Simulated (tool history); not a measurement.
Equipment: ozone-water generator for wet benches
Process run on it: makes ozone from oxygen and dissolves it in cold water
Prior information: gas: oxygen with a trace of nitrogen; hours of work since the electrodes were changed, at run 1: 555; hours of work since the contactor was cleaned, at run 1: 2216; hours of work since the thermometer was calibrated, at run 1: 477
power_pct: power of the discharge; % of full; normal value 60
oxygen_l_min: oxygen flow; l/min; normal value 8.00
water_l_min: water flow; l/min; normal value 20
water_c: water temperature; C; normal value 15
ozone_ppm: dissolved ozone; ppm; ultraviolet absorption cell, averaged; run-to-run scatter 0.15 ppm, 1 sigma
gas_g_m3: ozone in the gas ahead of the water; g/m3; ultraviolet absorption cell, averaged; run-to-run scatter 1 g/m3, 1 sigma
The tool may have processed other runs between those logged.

| run | day | power_pct | oxygen_l_min | water_l_min | water_c | hours of work since the electrodes were changed | hours of work since the contactor was cleaned | hours of work since the thermometer was calibrated | ozone_ppm | gas_g_m3 |
|---|---|---|---|---|---|---|---|---|---|---|
| 1 | 0.000 | 60 | 8.00 | 20 | 15 | 555 | 2216 | 477 | 18.8 | 178.5 |
| 2 | 1.229 | 60 | 8.00 | 20 | 15 | 583 | 2243 | 504 | 18.8 | 177.6 |
| 3 | 2.358 | 53 | 8.00 | 20 | 15 | 608 | 2268 | 529 | 17.4 | 164.6 |
| 4 | 3.200 | 53 | 8.00 | 20 | 15 | 626 | 2286 | 548 | 17.5 | 165.2 |
| 5 | 4.671 | 53 | 8.00 | 20 | 15 | 659 | 2319 | 580 | 17.5 | 161.9 |
| 6 | 5.862 | 60 | 8.00 | 20 | 15 | 685 | 2345 | 607 | 18.7 | 176.0 |
| 7 | 6.621 | 60 | 8.00 | 20 | 15 | 702 | 2362 | 623 | 18.9 | 176.1 |
| 8 | 7.992 | 60 | 8.00 | 30 | 15 | 732 | 2392 | 654 | 12.6 | 176.5 |
| 9 | 8.671 | 60 | 8.00 | 30 | 15 | 747 | 2407 | 669 | 12.7 | 175.4 |
| 10 | 9.900 | 60 | 8.00 | 30 | 15 | 774 | 2434 | 696 | 12.5 | 175.6 |
| 11 | 11.433 | 60 | 8.00 | 30 | 15 | 808 | 2468 | 730 | 12.4 | 174.6 |
| 12 | 12.412 | 60 | 8.00 | 20 | 15 | 830 | 2490 | 751 | 18.8 | 175.5 |
| 13 | 13.567 | 60 | 8.00 | 20 | 15 | 855 | 2516 | 777 | 18.8 | 172.8 |
| 14 | 14.254 | 60 | 8.00 | 20 | 15 | 871 | 2531 | 792 | 19.0 | 172.7 |
| 15 | 14.921 | 51 | 8.00 | 20 | 15 | 885 | 2545 | 807 | 17.0 | 156.2 |
| 16 | 16.304 | 60 | 8.00 | 20 | 15 | 916 | 2576 | 837 | 18.8 | 173.2 |
| 17 | 17.600 | 42 | 8.00 | 20 | 15 | 945 | 2605 | 866 | 15.2 | 139.4 |
| 18 | 19.058 | 42 | 8.00 | 20 | 15 | 977 | 2637 | 898 | 15.1 | 138.8 |
|  | 20.142 | gauge calibrated |
| 19 | 20.479 | 42 | 8.00 | 20 | 15 | 1008 | 2668 | 930 | 15.0 | 143.2 |
| 20 | 21.229 | 68 | 8.00 | 12 | 15 | 1025 | 2685 | 946 | 31.0 | 193.4 |
| 21 | 22.371 | 68 | 8.00 | 12 | 11 | 1050 | 2710 | 972 | 33.4 | 192.0 |
| 22 | 23.546 | 98 | 10.68 | 20 | 15 | 1076 | 2736 | 998 | 26.2 | 216.5 |
| 23 | 24.608 | 98 | 10.68 | 20 | 15 | 1100 | 2760 | 1021 | 26.0 | 217.4 |
| 24 | 25.375 | 48 | 10.68 | 26 | 15 | 1116 | 2777 | 1038 | 13.2 | 140.7 |
| 25 | 26.304 | 48 | 10.68 | 24 | 15 | 1137 | 2797 | 1059 | 14.0 | 139.0 |
| 26 | 26.975 | 43 | 10.68 | 31 | 15 | 1152 | 2812 | 1073 | 10.6 | 130.1 |
| 27 | 28.033 | 42 | 10.68 | 31 | 15 | 1175 | 2835 | 1097 | 10.5 | 126.9 |
| 28 | 29.383 | 42 | 10.68 | 31 | 15 | 1205 | 2865 | 1127 | 10.3 | 127.2 |
| 29 | 30.350 | 62 | 8.00 | 28 | 15 | 1226 | 2887 | 1148 | 13.8 | 180.1 |
| 30 | 31.304 | 60 | 10.98 | 20 | 15 | 1248 | 2908 | 1169 | 19.2 | 156.8 |
| 31 | 32.179 | 60 | 5.63 | 18 | 15 | 1267 | 2927 | 1188 | 19.8 | 197.2 |
| 32 | 32.921 | 60 | 5.63 | 18 | 15 | 1283 | 2943 | 1205 | 19.8 | 196.8 |

Entry by entry between the runs, the difference in hidden state between the last listed run before and the first listed run after:
Run 18 -> run 19: gauge calibrated (day 20.142)
  drift of the gauge itself on gas_g_m3, %: -2.78 -> -0.05
  the result without the hidden state subtracted from the measured one, gas_g_m3: -4.0 -> -0.1 g/m3
